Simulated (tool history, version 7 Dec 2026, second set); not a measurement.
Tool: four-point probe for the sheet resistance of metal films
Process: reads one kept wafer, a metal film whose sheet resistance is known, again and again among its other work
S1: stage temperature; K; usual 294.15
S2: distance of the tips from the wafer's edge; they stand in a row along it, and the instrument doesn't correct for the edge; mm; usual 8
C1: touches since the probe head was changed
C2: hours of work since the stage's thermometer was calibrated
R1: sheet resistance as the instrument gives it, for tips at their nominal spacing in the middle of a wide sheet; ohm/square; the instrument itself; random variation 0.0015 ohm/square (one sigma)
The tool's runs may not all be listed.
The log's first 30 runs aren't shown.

run	day	S1	S2	C1	C2	R1
31	26.029	292.15	8	13912	1741	7.653323
32	26.858	291.15	3	14183	1753	8.215852
33	27.929	294.15	5	14532	1767	7.800284
34	28.488	306.15	5	14714	1775	7.773851
35	29.396	291.15	14	15011	1788	7.58863
36	30.221	291.15	14	15280	1799	7.588268
37	31.367	291.15	14	15654	1815	7.589473
38	32.229	294.15	7	15936	1827	7.677388
39	32.883	294.15	64	16149	1836	7.547699
40	33.542	300.15	75	16364	1845	7.537619
41	34.429	300.15	75	16653	1858	7.534131
42	34.971	295.15	4	16830	1865	7.933071
43	36.079	295.15	4	17192	1880	7.93351
44	37.312	295.15	17	17595	1898	7.565254

Forecast each of these 3 alternatives for the next run:
A	38.342	302.15	17	17930	1912	?
B	38.342	292.15	17	17930	1912	?
C	38.342	300.15	5	17930	1912	?

run	R1
A	7.550779
B	7.575098
C	7.784916
Without the tool's hidden state the same runs would have given:
run	R1
A	7.585811
B	7.610873
C	7.821119

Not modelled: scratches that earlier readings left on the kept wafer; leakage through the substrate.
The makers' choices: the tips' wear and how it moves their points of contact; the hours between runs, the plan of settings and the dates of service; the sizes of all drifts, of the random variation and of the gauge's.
